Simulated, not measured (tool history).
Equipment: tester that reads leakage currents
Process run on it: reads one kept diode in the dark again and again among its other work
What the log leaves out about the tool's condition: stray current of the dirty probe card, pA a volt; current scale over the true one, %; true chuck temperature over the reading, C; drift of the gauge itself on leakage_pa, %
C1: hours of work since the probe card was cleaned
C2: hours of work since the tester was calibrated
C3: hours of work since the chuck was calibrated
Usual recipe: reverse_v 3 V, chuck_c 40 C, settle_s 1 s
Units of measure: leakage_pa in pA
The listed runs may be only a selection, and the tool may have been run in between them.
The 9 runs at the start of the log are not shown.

run 10 hour=229.3 | reverse_v=3 chuck_c=40 settle_s=1 | C1=749 C2=658 C3=1476 | leakage_pa=569.66
run 11 hour=253.8 | reverse_v=3 chuck_c=40 settle_s=1 | C1=761 C2=670 C3=1488 | leakage_pa=569.84
run 12 hour=286 | reverse_v=3 chuck_c=40 settle_s=1 | C1=777 C2=686 C3=1503 | leakage_pa=568.59
-- hour=298.9 chuck's temperature calibrated
run 13 hour=313.5 | reverse_v=3 chuck_c=40 settle_s=1 | C1=789 C2=698 C3=7 | leakage_pa=490.69
run 14 hour=328.5 | reverse_v=3 chuck_c=40 settle_s=0.88 | C1=796 C2=705 C3=14 | leakage_pa=494.13
run 15 hour=356.1 | reverse_v=3 chuck_c=35 settle_s=0.88 | C1=810 C2=719 C3=28 | leakage_pa=334.1
run 16 hour=369.9 | reverse_v=3 chuck_c=35 settle_s=0.88 | C1=816 C2=725 C3=34 | leakage_pa=336.68
run 17 hour=390.5 | reverse_v=3 chuck_c=35 settle_s=0.88 | C1=826 C2=735 C3=44 | leakage_pa=335.92
-- hour=394.2 tester calibrated
run 18 hour=419.4 | reverse_v=3 chuck_c=35 settle_s=0.88 | C1=840 C2=12 C3=58 | leakage_pa=335.62
run 19 hour=438.4 | reverse_v=1.73 chuck_c=40 settle_s=1 | C1=849 C2=21 C3=67 | leakage_pa=414.57
run 20 hour=464.2 | reverse_v=1.73 chuck_c=40 settle_s=1 | C1=861 C2=34 C3=79 | leakage_pa=413.19

What will run 21 give?
run 21 hour=480.4 | reverse_v=1.73 chuck_c=40 settle_s=1 | C1=869 C2=42 C3=87 | leakage_pa=?

{"run 21": {"leakage_pa": 415.97}}
Had the tool carried no hidden state, the very same run would have given leakage_pa 410.8 pA.

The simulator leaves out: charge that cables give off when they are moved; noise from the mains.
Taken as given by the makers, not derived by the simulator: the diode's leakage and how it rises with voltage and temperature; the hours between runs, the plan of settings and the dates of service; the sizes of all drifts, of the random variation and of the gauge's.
